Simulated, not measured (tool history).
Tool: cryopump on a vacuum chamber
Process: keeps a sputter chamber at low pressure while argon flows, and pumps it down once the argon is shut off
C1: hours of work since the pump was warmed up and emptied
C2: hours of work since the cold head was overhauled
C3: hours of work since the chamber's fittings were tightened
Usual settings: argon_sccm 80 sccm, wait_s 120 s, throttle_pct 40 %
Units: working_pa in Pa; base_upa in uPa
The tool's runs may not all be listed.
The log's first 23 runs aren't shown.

{"run": 24, "hour": 511.1, "argon_sccm": 80, "wait_s": 48, "throttle_pct": 37, "C1": 619, "C2": 619, "C3": 1427, "working_pa": 0.1585, "base_upa": 1.41}
{"run": 25, "hour": 542.6, "argon_sccm": 112, "wait_s": 26, "throttle_pct": 52, "C1": 633, "C2": 633, "C3": 1440, "working_pa": 0.1611, "base_upa": 2.28}
{"run": 26, "hour": 565.2, "argon_sccm": 80, "wait_s": 120, "throttle_pct": 58, "C1": 643, "C2": 643, "C3": 1450, "working_pa": 0.1036, "base_upa": 0.79}
{"run": 27, "hour": 597.5, "argon_sccm": 80, "wait_s": 120, "throttle_pct": 58, "C1": 656, "C2": 656, "C3": 1464, "working_pa": 0.1039, "base_upa": 0.8}
{"run": 28, "hour": 622.2, "argon_sccm": 87, "wait_s": 32, "throttle_pct": 40, "C1": 667, "C2": 667, "C3": 1475, "working_pa": 0.1609, "base_upa": 1.92}
{"run": 29, "hour": 653.4, "argon_sccm": 87, "wait_s": 32, "throttle_pct": 40, "C1": 680, "C2": 680, "C3": 1488, "working_pa": 0.162, "base_upa": 1.95}
{"run": 30, "hour": 680.2, "argon_sccm": 36, "wait_s": 166, "throttle_pct": 16, "C1": 692, "C2": 692, "C3": 1500, "working_pa": 0.159, "base_upa": 0.66}
{"run": 31, "hour": 705.0, "argon_sccm": 145, "wait_s": 46, "throttle_pct": 30, "C1": 703, "C2": 703, "C3": 1510, "working_pa": 0.3507, "base_upa": 1.43}
{"run": 32, "hour": 720.4, "argon_sccm": 145, "wait_s": 46, "throttle_pct": 30, "C1": 709, "C2": 709, "C3": 1517, "working_pa": 0.3527, "base_upa": 1.47}
{"run": 33, "hour": 739.8, "argon_sccm": 65, "wait_s": 46, "throttle_pct": 18, "C1": 718, "C2": 718, "C3": 1525, "working_pa": 0.2598, "base_upa": 1.45}

4 ways to go on from here, each from the tool as it stands after run 33. What would each give?
{"run": "A", "hour": 754.5, "argon_sccm": 134, "wait_s": 135, "throttle_pct": 15, "C1": 724, "C2": 724, "C3": 1532, "working_pa": "?", "base_upa": "?"}
{"run": "B", "hour": 754.5, "argon_sccm": 97, "wait_s": 34, "throttle_pct": 30, "C1": 724, "C2": 724, "C3": 1532, "working_pa": "?", "base_upa": "?"}
{"run": "C", "hour": 754.5, "argon_sccm": 80, "wait_s": 287, "throttle_pct": 40, "C1": 724, "C2": 724, "C3": 1532, "working_pa": "?", "base_upa": "?"}
{"run": "D", "hour": 754.5, "argon_sccm": 49, "wait_s": 46, "throttle_pct": 18, "C1": 724, "C2": 724, "C3": 1532, "working_pa": "?", "base_upa": "?"}

run=A working_pa=0.6433 base_upa=0.72
run=B working_pa=0.2364 base_upa=1.82
run=C working_pa=0.1488 base_upa=0.55
run=D working_pa=0.1965 base_upa=1.48
Without the tool's hidden state the same runs would have given:
run=A working_pa=0.6303 base_upa=0.48
run=B working_pa=0.227 base_upa=1.58
run=C working_pa=0.141 base_upa=0.3
run=D working_pa=0.1917 base_upa=1.24
